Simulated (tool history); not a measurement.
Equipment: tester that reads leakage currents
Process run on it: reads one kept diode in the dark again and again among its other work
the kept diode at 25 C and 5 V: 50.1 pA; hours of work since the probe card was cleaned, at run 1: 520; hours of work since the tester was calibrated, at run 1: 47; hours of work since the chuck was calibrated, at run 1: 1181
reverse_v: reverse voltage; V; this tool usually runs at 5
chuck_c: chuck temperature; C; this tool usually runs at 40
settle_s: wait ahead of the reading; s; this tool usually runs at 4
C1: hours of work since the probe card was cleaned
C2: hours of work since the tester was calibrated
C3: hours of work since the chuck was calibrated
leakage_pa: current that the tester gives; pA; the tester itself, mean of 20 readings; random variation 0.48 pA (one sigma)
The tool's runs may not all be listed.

{"run": 1, "hour": 0.0, "reverse_v": 5, "chuck_c": 40, "settle_s": 4, "C1": 520, "C2": 47, "C3": 1181, "leakage_pa": 145.75}
{"run": 2, "hour": 28.0, "reverse_v": 5, "chuck_c": 40, "settle_s": 4, "C1": 542, "C2": 69, "C3": 1203, "leakage_pa": 144.8}
{"run": 3, "hour": 45.9, "reverse_v": 5, "chuck_c": 40, "settle_s": 4, "C1": 555, "C2": 83, "C3": 1216, "leakage_pa": 145.48}
{"run": 4, "hour": 69.6, "reverse_v": 5, "chuck_c": 40, "settle_s": 4, "C1": 574, "C2": 101, "C3": 1235, "leakage_pa": 144.91}
{"run": 5, "hour": 86.5, "reverse_v": 5, "chuck_c": 40, "settle_s": 0.63, "C1": 587, "C2": 114, "C3": 1248, "leakage_pa": 145.98}
{"run": 6, "hour": 105.0, "reverse_v": 5, "chuck_c": 40, "settle_s": 0.63, "C1": 601, "C2": 128, "C3": 1262, "leakage_pa": 146.26}
{"run": 7, "hour": 137.3, "reverse_v": 5, "chuck_c": 40, "settle_s": 0.54, "C1": 626, "C2": 153, "C3": 1287, "leakage_pa": 146.44}
{"run": 8, "hour": 158.5, "reverse_v": 5, "chuck_c": 40, "settle_s": 4, "C1": 642, "C2": 169, "C3": 1303, "leakage_pa": 144}
{"run": 9, "hour": 176.0, "reverse_v": 5, "chuck_c": 40, "settle_s": 4, "C1": 655, "C2": 183, "C3": 1316, "leakage_pa": 144.81}
{"run": 10, "hour": 198.2, "reverse_v": 5, "chuck_c": 40, "settle_s": 4, "C1": 672, "C2": 200, "C3": 1333, "leakage_pa": 143.75}
{"run": 11, "hour": 233.2, "reverse_v": 5, "chuck_c": 40, "settle_s": 4, "C1": 699, "C2": 227, "C3": 1360, "leakage_pa": 144.1}
{"run": 12, "hour": 254.3, "reverse_v": 5, "chuck_c": 40, "settle_s": 4, "C1": 715, "C2": 243, "C3": 1377, "leakage_pa": 144.11}
{"run": 13, "hour": 270.8, "reverse_v": 1.01, "chuck_c": 40, "settle_s": 4, "C1": 728, "C2": 255, "C3": 1389, "leakage_pa": 54.58}
{"run": 14, "hour": 296.5, "reverse_v": 5, "chuck_c": 40, "settle_s": 2.23, "C1": 748, "C2": 275, "C3": 1409, "leakage_pa": 143.75}
{"run": 15, "hour": 317.8, "reverse_v": 5, "chuck_c": 40, "settle_s": 2.23, "C1": 764, "C2": 292, "C3": 1425, "leakage_pa": 144.13}
{"run": 16, "hour": 343.1, "reverse_v": 5, "chuck_c": 40, "settle_s": 4, "C1": 784, "C2": 311, "C3": 1445, "leakage_pa": 143.21}
{"run": 17, "hour": 367.1, "reverse_v": 5, "chuck_c": 59, "settle_s": 4, "C1": 802, "C2": 329, "C3": 1463, "leakage_pa": 531.45}
{"run": 18, "hour": 397.1, "reverse_v": 5, "chuck_c": 40, "settle_s": 4, "C1": 825, "C2": 352, "C3": 1486, "leakage_pa": 143.76}
{"run": 19, "hour": 425.1, "reverse_v": 5, "chuck_c": 40, "settle_s": 4, "C1": 847, "C2": 374, "C3": 1508, "leakage_pa": 143.24}
{"run": 20, "hour": 448.0, "reverse_v": 5, "chuck_c": 40, "settle_s": 4, "C1": 864, "C2": 392, "C3": 1525, "leakage_pa": 142.53}
{"run": 21, "hour": 463.9, "reverse_v": 15.33, "chuck_c": 28, "settle_s": 1.88, "C1": 877, "C2": 404, "C3": 1538, "leakage_pa": 119.98}
{"run": 22, "hour": 493.4, "reverse_v": 15.33, "chuck_c": 28, "settle_s": 1.88, "C1": 899, "C2": 426, "C3": 1560, "leakage_pa": 120.24}
{"run": 23, "hour": 527.8, "reverse_v": 15.33, "chuck_c": 28, "settle_s": 1.88, "C1": 926, "C2": 453, "C3": 1587, "leakage_pa": 120.77}
{"run": 24, "hour": 554.1, "reverse_v": 15.33, "chuck_c": 28, "settle_s": 1.88, "C1": 946, "C2": 473, "C3": 1607, "leakage_pa": 120.78}
{"run": 25, "hour": 570.1, "reverse_v": 16.17, "chuck_c": 23, "settle_s": 2.61, "C1": 958, "C2": 485, "C3": 1619, "leakage_pa": 87.04}
{"run": 26, "hour": 592.3, "reverse_v": 16.17, "chuck_c": 23, "settle_s": 2.61, "C1": 975, "C2": 502, "C3": 1636, "leakage_pa": 87.35}
{"run": 27, "hour": 626.1, "reverse_v": 15.23, "chuck_c": 44, "settle_s": 0.81, "C1": 1001, "C2": 528, "C3": 1662, "leakage_pa": 377.07}
{"run": 28, "hour": 659.8, "reverse_v": 15.23, "chuck_c": 44, "settle_s": 0.81, "C1": 1027, "C2": 554, "C3": 1688, "leakage_pa": 376.4}
{"run": 29, "hour": 687.5, "reverse_v": 15.23, "chuck_c": 44, "settle_s": 0.81, "C1": 1048, "C2": 576, "C3": 1709, "leakage_pa": 374.12}
{"run": 30, "hour": 704.3, "reverse_v": 1.25, "chuck_c": 44, "settle_s": 0.81, "C1": 1061, "C2": 588, "C3": 1722, "leakage_pa": 81.59}
{"run": 31, "hour": 735.7, "reverse_v": 1.25, "chuck_c": 44, "settle_s": 0.81, "C1": 1085, "C2": 613, "C3": 1746, "leakage_pa": 81.57}
{"run": 32, "hour": 766.0, "reverse_v": 2.76, "chuck_c": 25, "settle_s": 0.48, "C1": 1109, "C2": 636, "C3": 1770, "leakage_pa": 33.53}
{"run": 33, "hour": 795.6, "reverse_v": 2.76, "chuck_c": 25, "settle_s": 0.48, "C1": 1131, "C2": 659, "C3": 1792, "leakage_pa": 33.55}
{"run": 34, "hour": 816.4, "reverse_v": 3.68, "chuck_c": 40, "settle_s": 0.92, "C1": 1147, "C2": 675, "C3": 1808, "leakage_pa": 117.92}
{"run": 35, "hour": 831.1, "reverse_v": 15.68, "chuck_c": 28, "settle_s": 3.75, "C1": 1159, "C2": 686, "C3": 1820, "leakage_pa": 122.45}
{"run": 36, "hour": 858.6, "reverse_v": 5.51, "chuck_c": 25, "settle_s": 1.46, "C1": 1180, "C2": 707, "C3": 1841, "leakage_pa": 50.6}
{"run": 37, "hour": 884.3, "reverse_v": 12.74, "chuck_c": 38, "settle_s": 0.37, "C1": 1200, "C2": 727, "C3": 1861, "leakage_pa": 223.84}
{"run": 38, "hour": 912.1, "reverse_v": 6.8, "chuck_c": 40, "settle_s": 1.66, "C1": 1221, "C2": 748, "C3": 1882, "leakage_pa": 169.47}
{"run": 39, "hour": 946.5, "reverse_v": 5.9, "chuck_c": 24, "settle_s": 3.22, "C1": 1247, "C2": 775, "C3": 1908, "leakage_pa": 48.5}
{"run": 40, "hour": 964.4, "reverse_v": 5.9, "chuck_c": 48, "settle_s": 0.37, "C1": 1261, "C2": 788, "C3": 1922, "leakage_pa": 274.86}

Here are 4 independent what-if runs from the current tool condition. What would each one return?
{"run": "A", "hour": 999.6, "reverse_v": 1.11, "chuck_c": 27, "settle_s": 4, "C1": 1288, "C2": 815, "C3": 1949, "leakage_pa": "?"}
{"run": "B", "hour": 999.6, "reverse_v": 7.22, "chuck_c": 48, "settle_s": 2.98, "C1": 1288, "C2": 815, "C3": 1949, "leakage_pa": "?"}
{"run": "C", "hour": 999.6, "reverse_v": 6.99, "chuck_c": 29, "settle_s": 0.42, "C1": 1288, "C2": 815, "C3": 1949, "leakage_pa": "?"}
{"run": "D", "hour": 999.6, "reverse_v": 12.82, "chuck_c": 40, "settle_s": 4, "C1": 1288, "C2": 815, "C3": 1949, "leakage_pa": "?"}

run=A leakage_pa=21.04
run=B leakage_pa=307.37
run=C leakage_pa=81.3
run=D leakage_pa=249.86
Had the tool no hidden state, the same runs would have come out as:
run=A leakage_pa=23.95
run=B leakage_pa=352.42
run=C leakage_pa=88.23
run=D leakage_pa=280.45
